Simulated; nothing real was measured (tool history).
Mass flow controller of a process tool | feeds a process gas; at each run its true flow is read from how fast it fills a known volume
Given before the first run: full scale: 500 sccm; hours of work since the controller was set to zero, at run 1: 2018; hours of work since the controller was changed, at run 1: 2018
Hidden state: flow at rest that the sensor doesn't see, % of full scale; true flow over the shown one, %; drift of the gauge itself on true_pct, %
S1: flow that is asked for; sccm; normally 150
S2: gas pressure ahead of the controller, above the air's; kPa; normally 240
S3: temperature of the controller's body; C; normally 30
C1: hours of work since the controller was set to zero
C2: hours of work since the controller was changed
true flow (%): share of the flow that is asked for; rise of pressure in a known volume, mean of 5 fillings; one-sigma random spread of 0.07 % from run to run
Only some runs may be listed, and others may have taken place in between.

run 1 hour=0 | S1=150 S2=240 S3=30 | C1=2018 C2=2018 | true_flow_(%)=98.03
run 2 hour=140.5 | S1=150 S2=240 S3=30 | C1=2078 C2=2078 | true_flow_(%)=98.03
run 3 hour=249.8 | S1=150 S2=240 S3=30 | C1=2125 C2=2125 | true_flow_(%)=97.95
run 4 hour=333.9 | S1=150 S2=240 S3=30 | C1=2160 C2=2160 | true_flow_(%)=97.99
run 5 hour=410 | S1=150 S2=240 S3=30 | C1=2193 C2=2193 | true_flow_(%)=98.08
run 6 hour=527.3 | S1=150 S2=240 S3=30 | C1=2243 C2=2243 | true_flow_(%)=98.1
run 7 hour=650.6 | S1=150 S2=240 S3=34 | C1=2295 C2=2295 | true_flow_(%)=97.9
run 8 hour=782.1 | S1=150 S2=240 S3=34 | C1=2351 C2=2351 | true_flow_(%)=97.94
run 9 hour=859.2 | S1=150 S2=240 S3=30 | C1=2384 C2=2384 | true_flow_(%)=97.97
run 10 hour=939 | S1=150 S2=240 S3=30 | C1=2418 C2=2418 | true_flow_(%)=97.98
run 11 hour=1051.2 | S1=112 S2=240 S3=30 | C1=2465 C2=2465 | true_flow_(%)=97.53
run 12 hour=1158.2 | S1=112 S2=240 S3=27 | C1=2511 C2=2511 | true_flow_(%)=97.73
run 13 hour=1307.3 | S1=150 S2=240 S3=30 | C1=2574 C2=2574 | true_flow_(%)=97.89
run 14 hour=1395.2 | S1=150 S2=240 S3=30 | C1=2612 C2=2612 | true_flow_(%)=98.12
run 15 hour=1493.7 | S1=150 S2=240 S3=20 | C1=2654 C2=2654 | true_flow_(%)=98.21
run 16 hour=1617.1 | S1=150 S2=240 S3=20 | C1=2706 C2=2706 | true_flow_(%)=98.4
run 17 hour=1739 | S1=109 S2=240 S3=20 | C1=2758 C2=2758 | true_flow_(%)=97.86
run 18 hour=1814.2 | S1=150 S2=240 S3=30 | C1=2790 C2=2790 | true_flow_(%)=98.11
run 19 hour=1951.7 | S1=150 S2=240 S3=30 | C1=2848 C2=2848 | true_flow_(%)=97.86
run 20 hour=2070.2 | S1=150 S2=240 S3=30 | C1=2899 C2=2899 | true_flow_(%)=97.97
run 21 hour=2238.9 | S1=146 S2=156 S3=40 | C1=2970 C2=2970 | true_flow_(%)=97.78
run 22 hour=2384.9 | S1=146 S2=156 S3=40 | C1=3033 C2=3033 | true_flow_(%)=97.89
run 23 hour=2457.3 | S1=150 S2=153 S3=30 | C1=3063 C2=3063 | true_flow_(%)=98.07
run 24 hour=2605.5 | S1=150 S2=240 S3=28 | C1=3126 C2=3126 | true_flow_(%)=98.07
run 25 hour=2717 | S1=150 S2=240 S3=28 | C1=3174 C2=3174 | true_flow_(%)=98.02
run 26 hour=2799 | S1=150 S2=240 S3=28 | C1=3209 C2=3209 | true_flow_(%)=97.94
run 27 hour=2883.6 | S1=224 S2=276 S3=28 | C1=3245 C2=3245 | true_flow_(%)=98.57
run 28 hour=3018.1 | S1=79 S2=259 S3=30 | C1=3302 C2=3302 | true_flow_(%)=96.73
run 29 hour=3161.7 | S1=197 S2=145 S3=30 | C1=3363 C2=3363 | true_flow_(%)=98.57
run 30 hour=3326.8 | S1=150 S2=239 S3=29 | C1=3433 C2=3433 | true_flow_(%)=97.87
run 31 hour=3455.3 | S1=150 S2=239 S3=29 | C1=3488 C2=3488 | true_flow_(%)=97.92
run 32 hour=3591.5 | S1=150 S2=239 S3=29 | C1=3546 C2=3546 | true_flow_(%)=97.91
run 33 hour=3737 | S1=150 S2=163 S3=26 | C1=3608 C2=3608 | true_flow_(%)=98.23
run 34 hour=3843.7 | S1=150 S2=163 S3=26 | C1=3653 C2=3653 | true_flow_(%)=98.41
run 35 hour=4017.7 | S1=251 S2=255 S3=26 | C1=3727 C2=3727 | true_flow_(%)=98.77
run 36 hour=4107.1 | S1=462 S2=252 S3=33 | C1=3765 C2=3765 | true_flow_(%)=99.62
run 37 hour=4183.9 | S1=462 S2=201 S3=21 | C1=3798 C2=3798 | true_flow_(%)=100.05

Alternative continuations, all from the tool just after run 37; predict every row:
run A hour=4260.3 | S1=427 S2=201 S3=40 | C1=3830 C2=3830 | true_flow_(%)=?
run B hour=4260.3 | S1=145 S2=251 S3=30 | C1=3830 C2=3830 | true_flow_(%)=?
run C hour=4260.3 | S1=150 S2=240 S3=32 | C1=3830 C2=3830 | true_flow_(%)=?

run=A true_flow_(%)=99.42
run=B true_flow_(%)=97.87
run=C true_flow_(%)=97.71
Without the tool's hidden state the same runs would have given:
run=A true_flow_(%)=99.25
run=B true_flow_(%)=98.41
run=C true_flow_(%)=98.21

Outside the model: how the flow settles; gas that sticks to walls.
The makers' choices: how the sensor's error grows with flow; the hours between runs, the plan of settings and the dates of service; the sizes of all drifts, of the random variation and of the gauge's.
